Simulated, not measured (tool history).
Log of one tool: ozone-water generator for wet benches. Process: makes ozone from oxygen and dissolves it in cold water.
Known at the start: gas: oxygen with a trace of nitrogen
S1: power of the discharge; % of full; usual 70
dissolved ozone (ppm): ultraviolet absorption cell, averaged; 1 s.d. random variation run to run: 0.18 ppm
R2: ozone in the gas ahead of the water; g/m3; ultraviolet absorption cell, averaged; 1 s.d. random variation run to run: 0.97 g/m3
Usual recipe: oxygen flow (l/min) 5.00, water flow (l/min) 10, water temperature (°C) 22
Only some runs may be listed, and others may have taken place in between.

{"run": 1, "day": 0.0, "S1": 70, "oxygen flow (l/min)": 5.0, "water flow (l/min)": 10, "water temperature (°C)": 22, "dissolved ozone (ppm)": 21.1, "R2": 146.5}
{"run": 2, "day": 6.271, "S1": 70, "oxygen flow (l/min)": 5.0, "water flow (l/min)": 10, "water temperature (°C)": 22, "dissolved ozone (ppm)": 21.1, "R2": 146.4}
{"run": 3, "day": 15.692, "S1": 70, "oxygen flow (l/min)": 5.0, "water flow (l/min)": 10, "water temperature (°C)": 22, "dissolved ozone (ppm)": 21.1, "R2": 145.0}
{"run": 4, "day": 22.488, "S1": 40, "oxygen flow (l/min)": 5.0, "water flow (l/min)": 10, "water temperature (°C)": 22, "dissolved ozone (ppm)": 15.5, "R2": 107.6}
{"run": 5, "day": 30.7, "S1": 40, "oxygen flow (l/min)": 5.0, "water flow (l/min)": 10, "water temperature (°C)": 22, "dissolved ozone (ppm)": 15.5, "R2": 107.3}
{"day": 31.279, "done": "contactor cleaned"}
{"run": 6, "day": 39.792, "S1": 40, "oxygen flow (l/min)": 5.0, "water flow (l/min)": 10, "water temperature (°C)": 22, "dissolved ozone (ppm)": 15.4, "R2": 107.5}
{"run": 7, "day": 45.55, "S1": 40, "oxygen flow (l/min)": 5.0, "water flow (l/min)": 10, "water temperature (°C)": 22, "dissolved ozone (ppm)": 15.0, "R2": 105.9}
{"run": 8, "day": 51.15, "S1": 40, "oxygen flow (l/min)": 5.0, "water flow (l/min)": 10, "water temperature (°C)": 22, "dissolved ozone (ppm)": 15.3, "R2": 107.5}
{"run": 9, "day": 55.95, "S1": 70, "oxygen flow (l/min)": 5.0, "water flow (l/min)": 6, "water temperature (°C)": 23, "dissolved ozone (ppm)": 26.1, "R2": 141.3}
{"day": 57.088, "done": "water thermometer calibrated"}
{"run": 10, "day": 65.017, "S1": 70, "oxygen flow (l/min)": 7.96, "water flow (l/min)": 13, "water temperature (°C)": 22, "dissolved ozone (ppm)": 15.5, "R2": 110.4}
{"run": 11, "day": 72.425, "S1": 70, "oxygen flow (l/min)": 7.31, "water flow (l/min)": 10, "water temperature (°C)": 22, "dissolved ozone (ppm)": 18.4, "R2": 114.8}
{"run": 12, "day": 78.004, "S1": 70, "oxygen flow (l/min)": 7.31, "water flow (l/min)": 10, "water temperature (°C)": 22, "dissolved ozone (ppm)": 18.5, "R2": 113.9}
{"run": 13, "day": 85.279, "S1": 70, "oxygen flow (l/min)": 7.31, "water flow (l/min)": 10, "water temperature (°C)": 22, "dissolved ozone (ppm)": 18.3, "R2": 114.0}
{"day": 87.829, "done": "contactor cleaned, once more"}
{"run": 14, "day": 92.025, "S1": 99, "oxygen flow (l/min)": 7.31, "water flow (l/min)": 10, "water temperature (°C)": 16, "dissolved ozone (ppm)": 26.1, "R2": 135.5}
{"run": 15, "day": 99.862, "S1": 99, "oxygen flow (l/min)": 7.31, "water flow (l/min)": 10, "water temperature (°C)": 16, "dissolved ozone (ppm)": 26.4, "R2": 134.4}

Forecast each of these 5 alternatives for the next run:
{"run": "A", "day": 104.767, "S1": 79, "oxygen flow (l/min)": 5.0, "water flow (l/min)": 10, "water temperature (°C)": 22, "dissolved ozone (ppm)": "?", "R2": "?"}
{"run": "B", "day": 104.767, "S1": 70, "oxygen flow (l/min)": 5.0, "water flow (l/min)": 10, "water temperature (°C)": 17, "dissolved ozone (ppm)": "?", "R2": "?"}
{"run": "C", "day": 104.767, "S1": 83, "oxygen flow (l/min)": 7.31, "water flow (l/min)": 10, "water temperature (°C)": 23, "dissolved ozone (ppm)": "?", "R2": "?"}
{"run": "D", "day": 104.767, "S1": 99, "oxygen flow (l/min)": 2.58, "water flow (l/min)": 10, "water temperature (°C)": 14, "dissolved ozone (ppm)": "?", "R2": "?"}
{"run": "E", "day": 104.767, "S1": 47, "oxygen flow (l/min)": 5.0, "water flow (l/min)": 8, "water temperature (°C)": 14, "dissolved ozone (ppm)": "?", "R2": "?"}

run=A dissolved_ozone_(ppm)=22.0 R2=146.1
run=B dissolved_ozone_(ppm)=22.7 R2=136.8
run=C dissolved_ozone_(ppm)=20.2 R2=122.5
run=D dissolved_ozone_(ppm)=29.1 R2=234.6
run=E dissolved_ozone_(ppm)=22.9 R2=113.0
Had the tool no hidden state, the same runs would have come out as:
run=A dissolved_ozone_(ppm)=26.9 R2=177.5
run=B dissolved_ozone_(ppm)=27.4 R2=164.4
run=C dissolved_ozone_(ppm)=24.9 R2=149.6
run=D dissolved_ozone_(ppm)=36.4 R2=291.7
run=E dissolved_ozone_(ppm)=26.5 R2=130.2

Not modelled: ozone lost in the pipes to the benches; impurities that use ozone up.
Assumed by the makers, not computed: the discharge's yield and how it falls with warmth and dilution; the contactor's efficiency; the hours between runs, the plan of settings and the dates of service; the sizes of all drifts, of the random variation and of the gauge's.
